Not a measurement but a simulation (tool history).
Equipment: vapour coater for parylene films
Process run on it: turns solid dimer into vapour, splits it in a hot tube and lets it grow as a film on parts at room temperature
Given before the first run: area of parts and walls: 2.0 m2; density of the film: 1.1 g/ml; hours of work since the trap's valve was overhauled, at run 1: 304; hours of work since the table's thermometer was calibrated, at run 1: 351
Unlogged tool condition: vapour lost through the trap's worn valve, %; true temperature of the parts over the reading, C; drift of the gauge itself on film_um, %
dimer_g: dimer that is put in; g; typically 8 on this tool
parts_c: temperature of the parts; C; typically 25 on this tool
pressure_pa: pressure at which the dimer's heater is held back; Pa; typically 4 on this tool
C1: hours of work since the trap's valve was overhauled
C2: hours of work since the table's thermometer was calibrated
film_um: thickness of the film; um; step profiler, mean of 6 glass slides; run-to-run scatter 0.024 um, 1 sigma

{"run": 1, "hour": 0.0, "dimer_g": 8, "parts_c": 25, "pressure_pa": 4, "C1": 304, "C2": 351, "film_um": 2.09}
{"hour": 23.5, "done": "trap's valve overhauled"}
{"run": 2, "hour": 30.3, "dimer_g": 8, "parts_c": 25, "pressure_pa": 4, "C1": 4, "C2": 368, "film_um": 2.4}
{"run": 3, "hour": 70.4, "dimer_g": 8, "parts_c": 25, "pressure_pa": 4, "C1": 30, "C2": 394, "film_um": 2.37}
{"run": 4, "hour": 120.9, "dimer_g": 8, "parts_c": 25, "pressure_pa": 4, "C1": 63, "C2": 427, "film_um": 2.31}
{"run": 5, "hour": 144.7, "dimer_g": 8, "parts_c": 25, "pressure_pa": 4, "C1": 78, "C2": 442, "film_um": 2.31}
{"run": 6, "hour": 184.2, "dimer_g": 8, "parts_c": 30, "pressure_pa": 4, "C1": 104, "C2": 468, "film_um": 1.8}
{"run": 7, "hour": 214.0, "dimer_g": 8, "parts_c": 30, "pressure_pa": 4, "C1": 123, "C2": 487, "film_um": 1.77}
{"run": 8, "hour": 255.5, "dimer_g": 8, "parts_c": 30, "pressure_pa": 4, "C1": 150, "C2": 514, "film_um": 1.78}
{"run": 9, "hour": 278.6, "dimer_g": 8, "parts_c": 25, "pressure_pa": 4, "C1": 165, "C2": 529, "film_um": 2.22}
{"hour": 282.4, "done": "table's thermometer calibrated"}
{"run": 10, "hour": 311.8, "dimer_g": 13, "parts_c": 21, "pressure_pa": 4, "C1": 186, "C2": 19, "film_um": 4.24}
{"run": 11, "hour": 346.6, "dimer_g": 8, "parts_c": 19, "pressure_pa": 4, "C1": 208, "C2": 42, "film_um": 2.85}
{"run": 12, "hour": 374.8, "dimer_g": 5, "parts_c": 27, "pressure_pa": 3.43, "C1": 227, "C2": 60, "film_um": 1.26}

Run 13 is up next; what results do you expect?
{"run": 13, "hour": 397.0, "dimer_g": 5, "parts_c": 27, "pressure_pa": 3.43, "C1": 241, "C2": 74, "film_um": "?"}

Run 13 came out at film_um 1.26 um.
On a tool with no hidden condition, and with the same random variation, this run would have come out at film_um 1.37 um.
